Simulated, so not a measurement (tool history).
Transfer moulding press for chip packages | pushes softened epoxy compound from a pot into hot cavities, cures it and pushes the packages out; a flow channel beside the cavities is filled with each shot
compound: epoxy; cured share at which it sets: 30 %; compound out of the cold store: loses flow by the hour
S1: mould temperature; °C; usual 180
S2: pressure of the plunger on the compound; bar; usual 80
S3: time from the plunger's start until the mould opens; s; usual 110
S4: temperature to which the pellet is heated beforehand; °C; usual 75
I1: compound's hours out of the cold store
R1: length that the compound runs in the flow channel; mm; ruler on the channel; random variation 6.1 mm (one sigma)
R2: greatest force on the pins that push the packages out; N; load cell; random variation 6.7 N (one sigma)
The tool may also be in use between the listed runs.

run,hour,S1,S2,S3,S4,I1,R1,R2
1,0,180,80,110,75,19.3,727,268
# hour 57.8: cavities cleaned with cleaning compound and waxed
2,79.5,180,80,110,75,43.7,642,251
3,129.4,180,80,125,75,18.2,728,214
# hour 137.5: cavities cleaned with cleaning compound and waxed
4,211.3,180,80,125,75,19.5,732,219
# hour 218.9: cavities cleaned with cleaning compound and waxed
# hour 252: plunger's sealing rings changed
5,252,180,80,110,78,26.7,695,261
# hour 299.1: cavities cleaned with cleaning compound and waxed
6,316.8,173,80,110,75,24.6,713,417
# hour 328.9: mould's thermocouples calibrated
# hour 378.5: cavities cleaned with cleaning compound and waxed
7,387.4,173,80,110,75,9.8,776,459
8,430.9,173,80,110,75,46.2,650,404
# hour 462.9: cavities cleaned with cleaning compound and waxed
9,475.1,173,80,120,75,32.1,686,334
# hour 544.4: cavities cleaned with cleaning compound and waxed
10,545,180,80,110,70,25.5,705,268
11,618.8,180,80,110,70,9.9,765,276
# hour 625.7: plunger's sealing rings changed
# hour 627.2: cavities cleaned with cleaning compound and waxed
12,672.5,180,80,110,70,47.5,628,245
# hour 705.4: cavities cleaned with cleaning compound and waxed
13,758.2,180,80,110,75,17.7,734,266
# hour 785.5: cavities cleaned with cleaning compound and waxed
14,848,174,76.9,110,75,12.1,753,430
# hour 865.7: cavities cleaned with cleaning compound and waxed
15,903.4,181,80,110,75,35.9,662,236
# hour 943.6: cavities cleaned with cleaning compound and waxed
16,951.3,181,80,110,75,39.7,643,242
# hour 1001.6: plunger's sealing rings changed
# hour 1024.4: cavities cleaned with cleaning compound and waxed
17,1024.5,176,64.5,118,65,14.7,669,302
18,1092.3,176,64.5,136,71,13.4,679,229
# hour 1101.9: cavities cleaned with cleaning compound and waxed
19,1140.7,184,80.4,136,77,14.1,743,180
# hour 1179.8: cavities cleaned with cleaning compound and waxed
20,1226.9,184,80.4,136,77,30.6,675,188
# hour 1256.8: cavities cleaned with cleaning compound and waxed
21,1299,184,80.4,136,77,43.5,638,183
# hour 1335.7: cavities cleaned with cleaning compound and waxed
22,1370,184,80.4,136,77,19.5,716,185
# hour 1378.5: mould's thermocouples calibrated
# hour 1381: plunger's sealing rings changed
# hour 1423.4: cavities cleaned with cleaning compound and waxed
23,1462.6,184,80.4,145,77,15.4,724,169
# hour 1501.9: cavities cleaned with cleaning compound and waxed
24,1531.3,184,80.4,145,77,38.7,645,176
25,1569.5,175,80,94,70,39.7,655,527

Hidden state or all else? Some run-to-run changes of R2, split into what the settings, what came in and random variation would give without the hidden state, and what is left for the hidden state (with any gauge scatter that isn't in both results):
The hidden state here: true mould temperature over the reading, C; pressure that reaches the compound, % of what is set; grip of the stained cavities, % over clean ones'; drift of the gauge itself on flow_mm, %; drift of the gauge itself on push_out_n, %.
Run 10 -> 11: no setting changed, nothing entered. R2 +8 N: hidden state +4, all else +4.
Run 14 -> 15: S1 174 -> 181, S2 76.9 -> 80, cavities cleaned with cleaning compound and waxed. R2 -194 N: hidden state -3, all else -191.
Run 24 -> 25: S1 184 -> 175, S2 80.4 -> 80, S3 145 -> 94, S4 77 -> 70. R2 +351 N: hidden state +7, all else +344.
